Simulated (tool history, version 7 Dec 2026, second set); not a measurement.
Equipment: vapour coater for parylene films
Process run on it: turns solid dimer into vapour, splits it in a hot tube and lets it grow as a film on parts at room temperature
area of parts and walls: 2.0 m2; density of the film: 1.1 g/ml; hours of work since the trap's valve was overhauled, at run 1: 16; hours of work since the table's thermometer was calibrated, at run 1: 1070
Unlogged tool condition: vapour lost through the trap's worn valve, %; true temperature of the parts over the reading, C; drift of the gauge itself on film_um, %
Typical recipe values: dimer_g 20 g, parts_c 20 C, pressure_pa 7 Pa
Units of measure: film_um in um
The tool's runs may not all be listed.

run     day  dimer_g  parts_c  pressure_pa  hours of work since the trap's valve was overhauled  hours of work since the table's thermometer was calibrated  film_um
  1       0       20       20            7                                                   16                                                        1070      4.9
  2   1.308       20       20            7                                                   37                                                        1091     4.88
  3   3.075       20       20            7                                                   67                                                        1121     4.84
  4   3.817       20       20            7                                                   79                                                        1133     4.78
  5   5.196       20       20            7                                                  102                                                        1156     4.82
  6   6.042       20       20            7                                                  117                                                        1171     4.78
  7   6.958       20       20            7                                                  132                                                        1186     4.77
  8   8.246       20       20            7                                                  154                                                        1207     4.73
  9   9.262       20       20            7                                                  171                                                        1224     4.72
 10  11.075       20       20            7                                                  201                                                        1255     4.69
 11  11.962       12       20            7                                                  216                                                        1270     2.82
 12    13.1       12       20            7                                                  235                                                        1289     2.76
 13  14.408       12       20            7                                                  257                                                        1311     2.75
     15.804  -- trap's valve overhauled
 14   16.35       12       31          6.7                                                    9                                                        1340     2.47
 15  17.367       11       22            7                                                   26                                                        1357      2.6

Estimate the outcome of run 16 from the log above:
 16  19.092       18       26        11.29                                                   55                                                        1386        ?

Run 16 yielded film_um 3.64 um.
If the tool had no hidden condition, the same run with the same run-to-run variation would have returned film_um 3.63 um.
